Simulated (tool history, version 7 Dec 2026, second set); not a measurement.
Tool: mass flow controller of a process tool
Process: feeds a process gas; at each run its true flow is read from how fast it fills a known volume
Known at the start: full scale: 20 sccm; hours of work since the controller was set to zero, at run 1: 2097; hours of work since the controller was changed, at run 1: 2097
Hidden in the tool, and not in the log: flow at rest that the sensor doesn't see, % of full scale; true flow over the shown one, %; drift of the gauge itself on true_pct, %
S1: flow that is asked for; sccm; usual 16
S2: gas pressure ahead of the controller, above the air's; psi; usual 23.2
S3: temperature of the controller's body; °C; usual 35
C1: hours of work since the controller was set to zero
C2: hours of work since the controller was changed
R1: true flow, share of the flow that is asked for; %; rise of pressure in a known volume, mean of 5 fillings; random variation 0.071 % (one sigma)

run 1 hour=0 | S1=16 S2=23.2 S3=35 | C1=2097 C2=2097 | R1=99.09
run 2 hour=85.5 | S1=16 S2=23.2 S3=35 | C1=2155 C2=2155 | R1=99.12
run 3 hour=158.2 | S1=16 S2=23.2 S3=27 | C1=2204 C2=2204 | R1=98.88
run 4 hour=236.3 | S1=16 S2=23.2 S3=27 | C1=2257 C2=2257 | R1=98.79
run 5 hour=338.4 | S1=16 S2=23.2 S3=27 | C1=2326 C2=2326 | R1=98.75
run 6 hour=436.9 | S1=16 S2=23.2 S3=27 | C1=2392 C2=2392 | R1=98.61
run 7 hour=537.4 | S1=16 S2=23.2 S3=27 | C1=2460 C2=2460 | R1=98.71

Forecast run 8:
run 8 hour=643.2 | S1=9 S2=24.2 S3=27 | C1=2532 C2=2532 | R1=?

R1: 98.61 %
Without the tool's hidden state the same run would have given R1 99.36 %.
